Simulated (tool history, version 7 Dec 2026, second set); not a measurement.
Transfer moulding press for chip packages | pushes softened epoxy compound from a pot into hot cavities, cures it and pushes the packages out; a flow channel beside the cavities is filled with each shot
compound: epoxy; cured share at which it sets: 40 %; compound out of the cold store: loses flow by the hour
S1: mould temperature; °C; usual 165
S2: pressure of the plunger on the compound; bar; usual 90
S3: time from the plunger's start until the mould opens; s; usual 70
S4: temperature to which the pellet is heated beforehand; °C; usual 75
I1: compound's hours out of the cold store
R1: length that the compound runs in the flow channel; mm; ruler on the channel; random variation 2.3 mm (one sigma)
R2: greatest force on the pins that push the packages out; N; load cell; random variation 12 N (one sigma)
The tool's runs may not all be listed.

{"run": 1, "day": 0.0, "S1": 165, "S2": 90, "S3": 70, "S4": 75, "I1": 22.7, "R1": 663, "R2": 896}
{"run": 2, "day": 3.221, "S1": 165, "S2": 90, "S3": 70, "S4": 75, "I1": 25.5, "R1": 651, "R2": 761}
{"run": 3, "day": 7.125, "S1": 165, "S2": 90, "S3": 70, "S4": 75, "I1": 13, "R1": 665, "R2": 733}
{"run": 4, "day": 11.375, "S1": 165, "S2": 90, "S3": 70, "S4": 75, "I1": 19.5, "R1": 644, "R2": 756}
{"run": 5, "day": 15.425, "S1": 165, "S2": 90, "S3": 70, "S4": 75, "I1": 11.1, "R1": 653, "R2": 809}
{"run": 6, "day": 17.712, "S1": 165, "S2": 90, "S3": 70, "S4": 75, "I1": 30.2, "R1": 654, "R2": 842}
{"run": 7, "day": 20.979, "S1": 165, "S2": 90, "S3": 70, "S4": 75, "I1": 32.7, "R1": 640, "R2": 633}
{"run": 8, "day": 23.083, "S1": 165, "S2": 90, "S3": 70, "S4": 75, "I1": 30.6, "R1": 638, "R2": 580}
{"run": 9, "day": 27.346, "S1": 165, "S2": 90, "S3": 70, "S4": 75, "I1": 36.6, "R1": 620, "R2": 547}
{"run": 10, "day": 29.562, "S1": 165, "S2": 79.4, "S3": 70, "S4": 75, "I1": 43.6, "R1": 567, "R2": 547}
{"run": 11, "day": 31.929, "S1": 165, "S2": 90, "S3": 70, "S4": 75, "I1": 24.7, "R1": 630, "R2": 674}
{"run": 12, "day": 35.733, "S1": 165, "S2": 90, "S3": 70, "S4": 75, "I1": 14.3, "R1": 677, "R2": 614}
{"run": 13, "day": 39.962, "S1": 159, "S2": 101.9, "S3": 70, "S4": 75, "I1": 21.6, "R1": 715, "R2": 939}
{"run": 14, "day": 42.558, "S1": 159, "S2": 101.9, "S3": 70, "S4": 75, "I1": 29.8, "R1": 693, "R2": 1094}
{"run": 15, "day": 46.383, "S1": 165, "S2": 96.8, "S3": 70, "S4": 69, "I1": 47.8, "R1": 626, "R2": 698}
{"run": 16, "day": 49.488, "S1": 165, "S2": 96.8, "S3": 70, "S4": 69, "I1": 42, "R1": 629, "R2": 981}
{"run": 17, "day": 51.838, "S1": 160, "S2": 90, "S3": 97, "S4": 75, "I1": 12.4, "R1": 670, "R2": 433}
{"run": 18, "day": 54.254, "S1": 165, "S2": 90, "S3": 108, "S4": 75, "I1": 17.3, "R1": 674, "R2": 469}
{"run": 19, "day": 57.225, "S1": 165, "S2": 90, "S3": 108, "S4": 75, "I1": 21.3, "R1": 664, "R2": 657}
{"run": 20, "day": 59.229, "S1": 165, "S2": 90, "S3": 108, "S4": 75, "I1": 16, "R1": 665, "R2": 633}
{"run": 21, "day": 62.429, "S1": 165, "S2": 90, "S3": 108, "S4": 75, "I1": 37.5, "R1": 620, "R2": 523}
{"run": 22, "day": 65.921, "S1": 172, "S2": 91.9, "S3": 108, "S4": 75, "I1": 27.7, "R1": 621, "R2": 414}
{"run": 23, "day": 69.95, "S1": 172, "S2": 91.9, "S3": 108, "S4": 75, "I1": 11.8, "R1": 642, "R2": 466}
{"run": 24, "day": 74.108, "S1": 172, "S2": 91.9, "S3": 108, "S4": 75, "I1": 32.8, "R1": 635, "R2": 461}

Taken out of this log: 42 entries between the listed runs. Where each belongs, and how the hidden state differs across it:
Between runs 1 and 2: cavities cleaned with cleaning compound and waxed (day 0.688); cavities cleaned with cleaning compound and waxed (day 2.708)
  true mould temperature over the reading, C: 0.17 -> 0.27; pressure that reaches the compound, % of what is set: 98.3 -> 96.45; grip of the stained cavities, % over clean ones': 61.8 -> 33.8
  measured less the result without the state, R1: -6 -> -13 mm; R2: +337 -> +181 N
Between runs 2 and 3: cavities cleaned with cleaning compound and waxed (day 4.729); cavities cleaned with cleaning compound and waxed (day 6.621)
  true mould temperature over the reading, C: 0.27 -> 0.41; pressure that reaches the compound, % of what is set: 96.45 -> 94.2; grip of the stained cavities, % over clean ones': 33.8 -> 28.2
  measured less the result without the state, R1: -13 -> -22 mm; R2: +181 -> +144 N
Between runs 3 and 4: cavities cleaned with cleaning compound and waxed (day 8.717); cavities cleaned with cleaning compound and waxed (day 10.662)
  true mould temperature over the reading, C: 0.41 -> 0.55; pressure that reaches the compound, % of what is set: 94.2 -> 91.67; grip of the stained cavities, % over clean ones': 28.2 -> 36.2
  measured less the result without the state, R1: -22 -> -31 mm; R2: +144 -> +178 N
Between runs 4 and 5: cavities cleaned with cleaning compound and waxed (day 12.529); cavities cleaned with cleaning compound and waxed (day 14.55)
  true mould temperature over the reading, C: 0.55 -> 0.7; pressure that reaches the compound, % of what is set: 91.67 -> 89.16; grip of the stained cavities, % over clean ones': 36.2 -> 46.8
  measured less the result without the state, R1: -31 -> -41 mm; R2: +178 -> +232 N
Between runs 5 and 6: plunger's sealing rings changed (day 15.9); cavities cleaned with cleaning compound and waxed (day 16.675)
  true mould temperature over the reading, C: 0.7 -> 0.77; pressure that reaches the compound, % of what is set: 89.16 -> 98.93; grip of the stained cavities, % over clean ones': 46.8 -> 54.1
  measured less the result without the state, R1: -41 -> -6 mm; R2: +232 -> +266 N
Between runs 6 and 7: cavities cleaned with cleaning compound and waxed (day 18.683); cavities cleaned with cleaning compound and waxed (day 20.783)
  true mould temperature over the reading, C: 0.77 -> 0.89; pressure that reaches the compound, % of what is set: 98.93 -> 96.88; grip of the stained cavities, % over clean ones': 54.1 -> 16.8
  measured less the result without the state, R1: -6 -> -12 mm; R2: +266 -> +59 N
Between runs 7 and 8: cavities cleaned with cleaning compound and waxed (day 22.971)
  true mould temperature over the reading, C: 0.89 -> 0.95; pressure that reaches the compound, % of what is set: 96.88 -> 95.57; grip of the stained cavities, % over clean ones': 16.8 -> 9.7
  measured less the result without the state, R1: -12 -> -17 mm; R2: +59 -> +17 N
Between runs 8 and 9: cavities cleaned with cleaning compound and waxed (day 25.021); cavities cleaned with cleaning compound and waxed (day 27.271)
  true mould temperature over the reading, C: 0.95 -> 1.1; pressure that reaches the compound, % of what is set: 95.57 -> 93; grip of the stained cavities, % over clean ones': 9.7 -> 4.5
  measured less the result without the state, R1: -17 -> -25 mm; R2: +17 -> -15 N
Between runs 9 and 10: cavities cleaned with cleaning compound and waxed (day 29.446)
  true mould temperature over the reading, C: 1.1 -> 1.19; pressure that reaches the compound, % of what is set: 93 -> 91.63; grip of the stained cavities, % over clean ones': 4.5 -> 8
  measured less the result without the state, R1: -25 -> -28 mm; R2: -15 -> +2 N
Between runs 10 and 11: cavities cleaned with cleaning compound and waxed (day 31.412)
  true mould temperature over the reading, C: 1.19 -> 1.27; pressure that reaches the compound, % of what is set: 91.63 -> 90.16; grip of the stained cavities, % over clean ones': 8 -> 29.7
  measured less the result without the state, R1: -28 -> -37 mm; R2: +2 -> +109 N
Between runs 11 and 12: cavities cleaned with cleaning compound and waxed (day 33.408); plunger's sealing rings changed (day 34.458); cavities cleaned with cleaning compound and waxed (day 35.471)
  true mould temperature over the reading, C: 1.27 -> 1.41; pressure that reaches the compound, % of what is set: 90.16 -> 98.53; grip of the stained cavities, % over clean ones': 29.7 -> 16
  measured less the result without the state, R1: -37 -> -9 mm; R2: +109 -> +32 N
Between runs 12 and 13: cavities cleaned with cleaning compound and waxed (day 37.642); cavities cleaned with cleaning compound and waxed (day 39.796)
  true mould temperature over the reading, C: 1.41 -> 1.55; pressure that reaches the compound, % of what is set: 98.53 -> 96.22; grip of the stained cavities, % over clean ones': 16 -> 14
  measured less the result without the state, R1: -9 -> -19 mm; R2: +32 -> +9 N
Between runs 13 and 14: cavities cleaned with cleaning compound and waxed (day 41.821)
  true mould temperature over the reading, C: 1.55 -> 1.64; pressure that reaches the compound, % of what is set: 96.22 -> 94.66; grip of the stained cavities, % over clean ones': 14 -> 41.8
  measured less the result without the state, R1: -19 -> -24 mm; R2: +9 -> +218 N
Between runs 14 and 15: mould's thermocouples calibrated (day 43.938); cavities cleaned with cleaning compound and waxed (day 44); cavities cleaned with cleaning compound and waxed (day 46.038)
  true mould temperature over the reading, C: 1.64 -> -0.51; pressure that reaches the compound, % of what is set: 94.66 -> 92.27; grip of the stained cavities, % over clean ones': 41.8 -> 18.3
  measured less the result without the state, R1: -24 -> -25 mm; R2: +218 -> +128 N
Between runs 15 and 16: cavities cleaned with cleaning compound and waxed (day 47.95)
  true mould temperature over the reading, C: -0.51 -> -0.41; pressure that reaches the compound, % of what is set: 92.27 -> 90.3; grip of the stained cavities, % over clean ones': 18.3 -> 68.6
  measured less the result without the state, R1: -25 -> -32 mm; R2: +128 -> +413 N
Between runs 16 and 17: cavities cleaned with cleaning compound and waxed (day 49.971); cavities cleaned with cleaning compound and waxed (day 51.838)
  true mould temperature over the reading, C: -0.41 -> -0.33; pressure that reaches the compound, % of what is set: 90.3 -> 88.79; grip of the stained cavities, % over clean ones': 68.6 -> 2.3
  measured less the result without the state, R1: -32 -> -40 mm; R2: +413 -> +15 N
Between runs 17 and 18: plunger's sealing rings changed (day 52.967); cavities cleaned with cleaning compound and waxed (day 53.842)
  true mould temperature over the reading, C: -0.33 -> -0.25; pressure that reaches the compound, % of what is set: 88.79 -> 98.85; grip of the stained cavities, % over clean ones': 2.3 -> 22.9
  measured less the result without the state, R1: -40 -> -3 mm; R2: +15 -> +87 N
Between runs 18 and 19: cavities cleaned with cleaning compound and waxed (day 55.775)
  true mould temperature over the reading, C: -0.25 -> -0.16; pressure that reaches the compound, % of what is set: 98.85 -> 97.11; grip of the stained cavities, % over clean ones': 22.9 -> 69.6
  measured less the result without the state, R1: -3 -> -9 mm; R2: +87 -> +268 N
Between runs 19 and 20: cavities cleaned with cleaning compound and waxed (day 57.746)
  true mould temperature over the reading, C: -0.16 -> -0.08; pressure that reaches the compound, % of what is set: 97.11 -> 95.88; grip of the stained cavities, % over clean ones': 69.6 -> 68.6
  measured less the result without the state, R1: -9 -> -14 mm; R2: +268 -> +259 N
Between runs 20 and 21: cavities cleaned with cleaning compound and waxed (day 59.646); cavities cleaned with cleaning compound and waxed (day 61.758)
  true mould temperature over the reading, C: -0.08 -> 0.03; pressure that reaches the compound, % of what is set: 95.88 -> 94.06; grip of the stained cavities, % over clean ones': 68.6 -> 36.6
  measured less the result without the state, R1: -14 -> -20 mm; R2: +259 -> +141 N
Between runs 21 and 22: cavities cleaned with cleaning compound and waxed (day 63.771); cavities cleaned with cleaning compound and waxed (day 65.788)
  true mould temperature over the reading, C: 0.03 -> 0.16; pressure that reaches the compound, % of what is set: 94.06 -> 91.84; grip of the stained cavities, % over clean ones': 36.6 -> 8.9
  measured less the result without the state, R1: -20 -> -27 mm; R2: +141 -> +34 N
Between runs 22 and 23: cavities cleaned with cleaning compound and waxed (day 67.712); cavities cleaned with cleaning compound and waxed (day 69.579)
  true mould temperature over the reading, C: 0.16 -> 0.3; pressure that reaches the compound, % of what is set: 91.84 -> 89.52; grip of the stained cavities, % over clean ones': 8.9 -> 25.6
  measured less the result without the state, R1: -27 -> -37 mm; R2: +34 -> +94 N
Between runs 23 and 24: plunger's sealing rings changed (day 71.442); cavities cleaned with cleaning compound and waxed (day 71.746); cavities cleaned with cleaning compound and waxed (day 73.825)
  true mould temperature over the reading, C: 0.3 -> 0.46; pressure that reaches the compound, % of what is set: 89.52 -> 98.11; grip of the stained cavities, % over clean ones': 25.6 -> 22.1
  measured less the result without the state, R1: -37 -> -7 mm; R2: +94 -> +83 N

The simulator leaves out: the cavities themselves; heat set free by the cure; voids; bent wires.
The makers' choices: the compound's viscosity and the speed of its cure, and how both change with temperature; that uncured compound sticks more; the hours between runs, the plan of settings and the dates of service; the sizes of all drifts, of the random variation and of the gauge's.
